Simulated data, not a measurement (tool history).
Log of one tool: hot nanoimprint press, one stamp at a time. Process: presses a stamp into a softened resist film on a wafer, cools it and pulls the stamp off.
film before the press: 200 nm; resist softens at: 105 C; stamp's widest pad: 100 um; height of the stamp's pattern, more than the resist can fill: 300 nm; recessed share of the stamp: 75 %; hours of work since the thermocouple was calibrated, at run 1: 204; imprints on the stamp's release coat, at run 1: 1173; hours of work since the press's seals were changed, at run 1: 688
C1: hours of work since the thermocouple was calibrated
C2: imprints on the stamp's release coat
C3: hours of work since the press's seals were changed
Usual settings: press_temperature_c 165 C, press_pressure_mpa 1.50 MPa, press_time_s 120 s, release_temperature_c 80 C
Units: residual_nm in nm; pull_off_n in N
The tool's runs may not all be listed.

Run 1, hour 0.0: usual settings; C1 204; C2 1173; C3 688. Result: residual_nm 76.4 nm, pull_off_n 252 N.
At hour 34.0: stamp cleaned and given a new release coat.
Run 2, hour 47.3: usual settings; C1 227; C2 54; C3 711. Result: residual_nm 75.8 nm, pull_off_n 185 N.
Run 3, hour 93.0: usual settings; C1 253; C2 241; C3 736. Result: residual_nm 75.6 nm, pull_off_n 188 N.
Run 4, hour 145.5: usual settings; C1 282; C2 455; C3 766. Result: residual_nm 74.6 nm, pull_off_n 206 N.
Run 5, hour 188.1: usual settings; C1 306; C2 629; C3 789. Result: residual_nm 73.7 nm, pull_off_n 225 N.
Run 6, hour 227.0: usual settings; C1 327; C2 788; C3 811. Result: residual_nm 74.4 nm, pull_off_n 224 N.
Run 7, hour 302.4: usual settings; C1 370; C2 1096; C3 853. Result: residual_nm 73.4 nm, pull_off_n 225 N.
At hour 345.0: plate thermocouple calibrated.
At hour 356.6: stamp cleaned and given a new release coat.
Run 8, hour 358.0: usual settings but press_pressure_mpa 0.98 MPa, press_time_s 188 s, release_temperature_c 86 C; C1 4; C2 5; C3 879. Result: residual_nm 86.8 nm, pull_off_n 173 N.
Run 9, hour 407.5: usual settings but release_temperature_c 85 C; C1 31; C2 207; C3 907. Result: residual_nm 79.6 nm, pull_off_n 172 N.
Run 10, hour 480.6: usual settings but press_temperature_c 177 C, press_pressure_mpa 1.69 MPa; C1 72; C2 506; C3 948. Result: residual_nm 37.3 nm, pull_off_n 208 N.
Run 11, hour 553.6: usual settings but press_time_s 80 s, release_temperature_c 67 C; C1 113; C2 804; C3 988. Result: residual_nm 91.7 nm, pull_off_n 287 N.

Hidden state at the last listed run before each entry between runs and at the first one after, where it differs:
Between runs 1 and 2: stamp cleaned and given a new release coat (hour 34.0)
  true temperature over the reading, C: 1.03 -> 1.13; pressure that arrives at the usual setting, %: 95.6 -> 95.47; grip of the stamp's worn release coat, % over a new coat's: 32.2 -> 1.4
  measured less the result without the state, residual_nm: -3.0 -> -3.4 nm; pull_off_n: +57 -> -1 N
Between runs 7 and 8: plate thermocouple calibrated (hour 345.0); stamp cleaned and given a new release coat (hour 356.6)
  true temperature over the reading, C: 1.75 -> 0.17; pressure that arrives at the usual setting, %: 94.56 -> 94.39; grip of the stamp's worn release coat, % over a new coat's: 30 -> 0.1
  measured less the result without the state, residual_nm: -5.8 -> +0.8 nm; pull_off_n: +46 -> +0 N

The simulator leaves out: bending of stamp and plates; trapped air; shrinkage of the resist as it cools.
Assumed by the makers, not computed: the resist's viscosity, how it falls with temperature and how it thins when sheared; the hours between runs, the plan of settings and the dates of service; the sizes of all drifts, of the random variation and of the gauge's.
